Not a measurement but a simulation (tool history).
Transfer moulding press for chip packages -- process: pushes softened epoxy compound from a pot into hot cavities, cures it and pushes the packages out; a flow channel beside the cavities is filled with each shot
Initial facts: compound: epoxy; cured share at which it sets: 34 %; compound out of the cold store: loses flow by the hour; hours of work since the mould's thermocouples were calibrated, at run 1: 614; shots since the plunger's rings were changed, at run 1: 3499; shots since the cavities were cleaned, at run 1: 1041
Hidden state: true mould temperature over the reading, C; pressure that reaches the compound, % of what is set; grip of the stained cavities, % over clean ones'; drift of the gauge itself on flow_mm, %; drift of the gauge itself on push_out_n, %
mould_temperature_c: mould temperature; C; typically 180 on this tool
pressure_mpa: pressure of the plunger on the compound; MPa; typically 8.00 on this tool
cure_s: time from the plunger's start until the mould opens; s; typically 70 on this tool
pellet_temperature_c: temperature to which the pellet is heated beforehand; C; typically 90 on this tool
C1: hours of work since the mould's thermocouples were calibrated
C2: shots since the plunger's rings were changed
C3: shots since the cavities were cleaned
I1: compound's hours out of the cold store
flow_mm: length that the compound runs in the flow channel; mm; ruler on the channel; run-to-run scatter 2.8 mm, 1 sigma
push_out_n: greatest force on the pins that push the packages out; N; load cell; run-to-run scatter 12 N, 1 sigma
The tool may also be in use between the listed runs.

{"run": 1, "day": 0.0, "mould_temperature_c": 180, "pressure_mpa": 8.0, "cure_s": 70, "pellet_temperature_c": 90, "C1": 614, "C2": 3499, "C3": 1041, "I1": 24.6, "flow_mm": 664, "push_out_n": 1103}
{"day": 0.308, "done": "cavities cleaned with cleaning compound and waxed"}
{"day": 3.762, "done": "mould's thermocouples calibrated"}
{"run": 2, "day": 3.921, "mould_temperature_c": 180, "pressure_mpa": 8.0, "cure_s": 104, "pellet_temperature_c": 90, "C1": 2, "C2": 4532, "C3": 966, "I1": 30.8, "flow_mm": 644, "push_out_n": 594}
{"day": 4.496, "done": "cavities cleaned with cleaning compound and waxed"}
{"run": 3, "day": 6.833, "mould_temperature_c": 180, "pressure_mpa": 8.0, "cure_s": 104, "pellet_temperature_c": 90, "C1": 39, "C2": 5311, "C3": 639, "I1": 12.4, "flow_mm": 688, "push_out_n": 542}
{"day": 8.296, "done": "plunger's sealing rings changed"}
{"day": 8.671, "done": "cavities cleaned with cleaning compound and waxed"}
{"run": 4, "day": 10.321, "mould_temperature_c": 180, "pressure_mpa": 8.0, "cure_s": 104, "pellet_temperature_c": 90, "C1": 81, "C2": 537, "C3": 452, "I1": 27.0, "flow_mm": 674, "push_out_n": 495}
{"day": 12.725, "done": "cavities cleaned with cleaning compound and waxed"}
{"run": 5, "day": 12.725, "mould_temperature_c": 180, "pressure_mpa": 8.0, "cure_s": 104, "pellet_temperature_c": 95, "C1": 112, "C2": 1178, "C3": 0, "I1": 25.1, "flow_mm": 671, "push_out_n": 316}
{"day": 16.783, "done": "cavities cleaned with cleaning compound and waxed"}
{"run": 6, "day": 16.783, "mould_temperature_c": 180, "pressure_mpa": 8.0, "cure_s": 104, "pellet_temperature_c": 95, "C1": 163, "C2": 2272, "C3": 0, "I1": 31.7, "flow_mm": 658, "push_out_n": 304}
{"run": 7, "day": 19.725, "mould_temperature_c": 180, "pressure_mpa": 8.0, "cure_s": 104, "pellet_temperature_c": 95, "C1": 201, "C2": 3077, "C3": 805, "I1": 37.0, "flow_mm": 634, "push_out_n": 578}
{"day": 20.167, "done": "mould's thermocouples calibrated, once more"}
{"day": 21.167, "done": "cavities cleaned with cleaning compound and waxed"}
{"run": 8, "day": 21.788, "mould_temperature_c": 180, "pressure_mpa": 8.0, "cure_s": 104, "pellet_temperature_c": 95, "C1": 20, "C2": 3601, "C3": 170, "I1": 35.1, "flow_mm": 635, "push_out_n": 384}
{"run": 9, "day": 24.388, "mould_temperature_c": 180, "pressure_mpa": 8.0, "cure_s": 104, "pellet_temperature_c": 95, "C1": 54, "C2": 4313, "C3": 882, "I1": 11.8, "flow_mm": 696, "push_out_n": 584}
{"day": 25.367, "done": "cavities cleaned with cleaning compound and waxed"}
{"run": 10, "day": 27.029, "mould_temperature_c": 180, "pressure_mpa": 8.0, "cure_s": 70, "pellet_temperature_c": 90, "C1": 87, "C2": 5018, "C3": 454, "I1": 32.3, "flow_mm": 636, "push_out_n": 828}
{"day": 29.704, "done": "plunger's sealing rings changed"}
{"day": 29.767, "done": "cavities cleaned with cleaning compound and waxed"}
{"run": 11, "day": 31.362, "mould_temperature_c": 180, "pressure_mpa": 8.0, "cure_s": 70, "pellet_temperature_c": 90, "C1": 140, "C2": 436, "C3": 436, "I1": 34.1, "flow_mm": 655, "push_out_n": 838}
{"day": 34.008, "done": "cavities cleaned with cleaning compound and waxed"}
{"run": 12, "day": 35.629, "mould_temperature_c": 180, "pressure_mpa": 8.0, "cure_s": 70, "pellet_temperature_c": 90, "C1": 194, "C2": 1587, "C3": 444, "I1": 13.2, "flow_mm": 706, "push_out_n": 956}
{"day": 38.15, "done": "cavities cleaned with cleaning compound and waxed"}
{"run": 13, "day": 39.454, "mould_temperature_c": 180, "pressure_mpa": 8.0, "cure_s": 70, "pellet_temperature_c": 90, "C1": 243, "C2": 2616, "C3": 356, "I1": 24.1, "flow_mm": 667, "push_out_n": 844}
{"day": 42.379, "done": "cavities cleaned with cleaning compound and waxed"}
{"run": 14, "day": 42.562, "mould_temperature_c": 180, "pressure_mpa": 8.0, "cure_s": 99, "pellet_temperature_c": 89, "C1": 282, "C2": 3450, "C3": 50, "I1": 11.4, "flow_mm": 695, "push_out_n": 334}
{"day": 46.442, "done": "cavities cleaned with cleaning compound and waxed"}
{"run": 15, "day": 46.442, "mould_temperature_c": 174, "pressure_mpa": 6.98, "cure_s": 93, "pellet_temperature_c": 98, "C1": 331, "C2": 4495, "C3": 0, "I1": 24.5, "flow_mm": 625, "push_out_n": 402}
{"run": 16, "day": 48.796, "mould_temperature_c": 174, "pressure_mpa": 6.98, "cure_s": 93, "pellet_temperature_c": 98, "C1": 362, "C2": 5138, "C3": 643, "I1": 15.7, "flow_mm": 639, "push_out_n": 707}
{"day": 50.775, "done": "cavities cleaned with cleaning compound and waxed"}
{"day": 51.171, "done": "plunger's sealing rings changed"}
{"run": 17, "day": 51.796, "mould_temperature_c": 180, "pressure_mpa": 7.84, "cure_s": 54, "pellet_temperature_c": 90, "C1": 398, "C2": 171, "C3": 251, "I1": 12.6, "flow_mm": 703, "push_out_n": 1544}
{"day": 55.042, "done": "cavities cleaned with cleaning compound and waxed"}
{"run": 18, "day": 56.1, "mould_temperature_c": 180, "pressure_mpa": 8.0, "cure_s": 70, "pellet_temperature_c": 95, "C1": 453, "C2": 1332, "C3": 290, "I1": 10.8, "flow_mm": 708, "push_out_n": 827}
{"run": 19, "day": 57.908, "mould_temperature_c": 179, "pressure_mpa": 8.73, "cure_s": 95, "pellet_temperature_c": 95, "C1": 476, "C2": 1826, "C3": 784, "I1": 33.6, "flow_mm": 683, "push_out_n": 619}
{"day": 59.275, "done": "cavities cleaned with cleaning compound and waxed"}
{"run": 20, "day": 60.575, "mould_temperature_c": 180, "pressure_mpa": 7.17, "cure_s": 93, "pellet_temperature_c": 97, "C1": 510, "C2": 2540, "C3": 357, "I1": 16.0, "flow_mm": 652, "push_out_n": 481}
{"day": 63.338, "done": "cavities cleaned with cleaning compound and waxed"}
{"run": 21, "day": 64.742, "mould_temperature_c": 180, "pressure_mpa": 7.17, "cure_s": 93, "pellet_temperature_c": 97, "C1": 562, "C2": 3663, "C3": 384, "I1": 33.7, "flow_mm": 610, "push_out_n": 514}
{"run": 22, "day": 66.554, "mould_temperature_c": 180, "pressure_mpa": 8.0, "cure_s": 52, "pellet_temperature_c": 90, "C1": 586, "C2": 4158, "C3": 879, "I1": 16.6, "flow_mm": 686, "push_out_n": 2239}
{"day": 67.408, "done": "cavities cleaned with cleaning compound and waxed"}
{"run": 23, "day": 69.579, "mould_temperature_c": 179, "pressure_mpa": 7.62, "cure_s": 106, "pellet_temperature_c": 84, "C1": 624, "C2": 4969, "C3": 594, "I1": 29.4, "flow_mm": 628, "push_out_n": 539}
{"day": 71.638, "done": "cavities cleaned with cleaning compound and waxed"}
{"day": 72.338, "done": "plunger's sealing rings changed"}
{"day": 72.742, "done": "mould's thermocouples calibrated"}
{"run": 24, "day": 73.85, "mould_temperature_c": 179, "pressure_mpa": 7.62, "cure_s": 106, "pellet_temperature_c": 84, "C1": 14, "C2": 392, "C3": 554, "I1": 39.7, "flow_mm": 626, "push_out_n": 544}
{"day": 76.142, "done": "cavities cleaned with cleaning compound and waxed"}
{"run": 25, "day": 77.829, "mould_temperature_c": 179, "pressure_mpa": 7.62, "cure_s": 106, "pellet_temperature_c": 84, "C1": 65, "C2": 1463, "C3": 461, "I1": 16.5, "flow_mm": 677, "push_out_n": 503}
{"day": 80.471, "done": "cavities cleaned with cleaning compound and waxed"}
{"run": 26, "day": 81.412, "mould_temperature_c": 179, "pressure_mpa": 7.62, "cure_s": 106, "pellet_temperature_c": 84, "C1": 110, "C2": 2426, "C3": 257, "I1": 48.0, "flow_mm": 595, "push_out_n": 453}

Branching from run 26: 4 alternative next runs. What would each branch give?
{"run": "A", "day": 83.617, "mould_temperature_c": 179, "pressure_mpa": 9.46, "cure_s": 93, "pellet_temperature_c": 81, "C1": 138, "C2": 3029, "C3": 860, "I1": 27.0, "flow_mm": "?", "push_out_n": "?"}
{"run": "B", "day": 83.617, "mould_temperature_c": 182, "pressure_mpa": 8.0, "cure_s": 70, "pellet_temperature_c": 90, "C1": 138, "C2": 3029, "C3": 860, "I1": 42.4, "flow_mm": "?", "push_out_n": "?"}
{"run": "C", "day": 83.617, "mould_temperature_c": 179, "pressure_mpa": 6.72, "cure_s": 83, "pellet_temperature_c": 90, "C1": 138, "C2": 3029, "C3": 860, "I1": 26.9, "flow_mm": "?", "push_out_n": "?"}
{"run": "D", "day": 83.617, "mould_temperature_c": 180, "pressure_mpa": 8.0, "cure_s": 66, "pellet_temperature_c": 90, "C1": 138, "C2": 3029, "C3": 860, "I1": 35.2, "flow_mm": "?", "push_out_n": "?"}

run=A flow_mm=720 push_out_n=654
run=B flow_mm=618 push_out_n=842
run=C flow_mm=607 push_out_n=711
run=D flow_mm=637 push_out_n=1112
With the hidden condition removed and each run's random variation left untouched, the same runs would have given:
run=A flow_mm=737 push_out_n=343
run=B flow_mm=632 push_out_n=442
run=C flow_mm=621 push_out_n=373
run=D flow_mm=652 push_out_n=579
